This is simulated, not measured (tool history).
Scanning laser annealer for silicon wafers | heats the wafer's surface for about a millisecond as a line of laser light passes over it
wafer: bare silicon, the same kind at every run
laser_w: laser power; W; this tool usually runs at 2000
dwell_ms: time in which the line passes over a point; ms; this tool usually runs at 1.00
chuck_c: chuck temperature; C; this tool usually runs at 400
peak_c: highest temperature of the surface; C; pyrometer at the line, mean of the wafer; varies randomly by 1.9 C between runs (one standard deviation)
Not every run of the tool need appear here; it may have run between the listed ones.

run	day	laser_w	dwell_ms	chuck_c	peak_c
1	0.000	2000	1.00	400	1134
2	1.429	2000	1.00	400	1133
3	2.571	2000	1.00	400	1133
4	4.829	2000	1.00	400	1126
5	6.258	2000	0.84	400	1074
6	7.850	2000	0.84	400	1074
7	9.333	2000	0.84	400	1068
8	11.004	2000	0.72	411	1034
9	12.446	1984	1.18	414	1181
10	13.629	1991	1.18	419	1189
# day 15.688: window over the wafer cleaned
11	16.242	2000	1.02	400	1160
12	17.946	2000	1.02	400	1160
13	20.125	1985	1.02	400	1152
14	21.433	1985	1.02	400	1150

Each row is a separate what-if for the run after 14, all from the same tool condition, not one after another. Results?
A	23.671	1855	1.00	405	?
B	23.671	1806	1.21	365	?
C	23.671	2187	1.02	400	?
D	23.671	2000	1.15	431	?
E	23.671	2000	1.25	400	?

run	peak_c
A	1096
B	1091
C	1230
D	1226
E	1225
Stripped of hidden state, with their random variation kept, the same runs would have yielded:
run	peak_c
A	1133
B	1129
C	1274
D	1268
E	1269
